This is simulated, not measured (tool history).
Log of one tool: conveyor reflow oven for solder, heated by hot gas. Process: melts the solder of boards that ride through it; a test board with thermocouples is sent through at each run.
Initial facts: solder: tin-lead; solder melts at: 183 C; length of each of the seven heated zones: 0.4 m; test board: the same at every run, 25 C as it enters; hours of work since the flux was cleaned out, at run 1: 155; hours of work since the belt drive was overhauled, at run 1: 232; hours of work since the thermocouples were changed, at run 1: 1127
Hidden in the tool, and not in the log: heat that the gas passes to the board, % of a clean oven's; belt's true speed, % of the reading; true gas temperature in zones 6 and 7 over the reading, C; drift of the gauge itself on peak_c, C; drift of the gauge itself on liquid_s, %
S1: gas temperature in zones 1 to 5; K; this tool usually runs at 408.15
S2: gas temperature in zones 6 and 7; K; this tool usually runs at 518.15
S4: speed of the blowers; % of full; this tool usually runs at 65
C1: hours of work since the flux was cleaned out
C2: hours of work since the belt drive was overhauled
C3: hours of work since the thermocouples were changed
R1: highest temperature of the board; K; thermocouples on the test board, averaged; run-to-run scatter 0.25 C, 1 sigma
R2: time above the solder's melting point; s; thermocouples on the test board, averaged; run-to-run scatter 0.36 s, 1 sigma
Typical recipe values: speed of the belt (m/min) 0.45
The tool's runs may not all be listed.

{"run": 1, "day": 0.0, "S1": 408.15, "S2": 518.15, "speed of the belt (m/min)": 0.45, "S4": 65, "C1": 155, "C2": 232, "C3": 1127, "R1": 496.75, "R2": 85.6}
{"run": 2, "day": 2.929, "S1": 408.15, "S2": 518.15, "speed of the belt (m/min)": 0.45, "S4": 65, "C1": 197, "C2": 275, "C3": 1169, "R1": 496.65, "R2": 84.6}
{"run": 3, "day": 5.125, "S1": 408.15, "S2": 518.15, "speed of the belt (m/min)": 0.45, "S4": 65, "C1": 229, "C2": 307, "C3": 1201, "R1": 496.45, "R2": 84.4}
{"run": 4, "day": 6.658, "S1": 408.15, "S2": 518.15, "speed of the belt (m/min)": 0.45, "S4": 65, "C1": 251, "C2": 329, "C3": 1223, "R1": 496.65, "R2": 84.3}
{"run": 5, "day": 8.162, "S1": 408.15, "S2": 518.15, "speed of the belt (m/min)": 0.45, "S4": 65, "C1": 273, "C2": 350, "C3": 1245, "R1": 496.55, "R2": 83.6}
{"run": 6, "day": 10.671, "S1": 408.15, "S2": 518.15, "speed of the belt (m/min)": 0.45, "S4": 65, "C1": 309, "C2": 387, "C3": 1281, "R1": 495.55, "R2": 83.7}
{"run": 7, "day": 12.196, "S1": 408.15, "S2": 518.15, "speed of the belt (m/min)": 0.45, "S4": 89, "C1": 331, "C2": 409, "C3": 1303, "R1": 501.05, "R2": 88.7}
{"run": 8, "day": 14.55, "S1": 408.15, "S2": 518.15, "speed of the belt (m/min)": 0.45, "S4": 89, "C1": 365, "C2": 443, "C3": 1337, "R1": 501.05, "R2": 88.9}
{"day": 15.604, "done": "flux residue cleaned out of gas plates and filters"}
{"run": 9, "day": 16.617, "S1": 408.15, "S2": 518.15, "speed of the belt (m/min)": 0.45, "S4": 73, "C1": 15, "C2": 470, "C3": 1364, "R1": 501.05, "R2": 89.2}
{"day": 18.546, "done": "thermocouples of zones 6 and 7 changed"}
{"run": 10, "day": 19.592, "S1": 408.15, "S2": 518.15, "speed of the belt (m/min)": 0.45, "S4": 73, "C1": 57, "C2": 511, "C3": 15, "R1": 499.35, "R2": 88.1}
{"run": 11, "day": 21.296, "S1": 408.15, "S2": 518.15, "speed of the belt (m/min)": 0.45, "S4": 65, "C1": 81, "C2": 536, "C3": 40, "R1": 496.95, "R2": 85.5}
{"day": 21.729, "done": "belt drive overhauled, speed set with a stopwatch"}
{"run": 12, "day": 24.192, "S1": 408.15, "S2": 518.15, "speed of the belt (m/min)": 0.45, "S4": 65, "C1": 121, "C2": 36, "C3": 79, "R1": 496.75, "R2": 85.6}
{"run": 13, "day": 26.054, "S1": 408.15, "S2": 518.15, "speed of the belt (m/min)": 0.45, "S4": 65, "C1": 148, "C2": 63, "C3": 106, "R1": 497.05, "R2": 85.6}
{"run": 14, "day": 27.533, "S1": 408.15, "S2": 528.15, "speed of the belt (m/min)": 0.45, "S4": 65, "C1": 169, "C2": 84, "C3": 128, "R1": 504.95, "R2": 92.8}
{"run": 15, "day": 30.35, "S1": 408.15, "S2": 528.15, "speed of the belt (m/min)": 0.45, "S4": 65, "C1": 210, "C2": 125, "C3": 168, "R1": 504.45, "R2": 93.5}
{"day": 32.717, "done": "belt drive overhauled, speed set with a stopwatch, once more"}
{"run": 16, "day": 33.583, "S1": 397.15, "S2": 518.15, "speed of the belt (m/min)": 0.508, "S4": 72, "C1": 254, "C2": 12, "C3": 213, "R1": 489.45, "R2": 62.5}

Run 17 has not been measured yet. What should we expect?
{"run": 17, "day": 35.604, "S1": 397.15, "S2": 518.15, "speed of the belt (m/min)": 0.508, "S4": 72, "C1": 283, "C2": 42, "C3": 242, "R1": "?", "R2": "?"}

Run 17 gave R1 488.65 K, R2 62.1 s.
The same run, on a tool lacking any hidden state, would have yielded R1 492.15 K, R2 66.1 s.

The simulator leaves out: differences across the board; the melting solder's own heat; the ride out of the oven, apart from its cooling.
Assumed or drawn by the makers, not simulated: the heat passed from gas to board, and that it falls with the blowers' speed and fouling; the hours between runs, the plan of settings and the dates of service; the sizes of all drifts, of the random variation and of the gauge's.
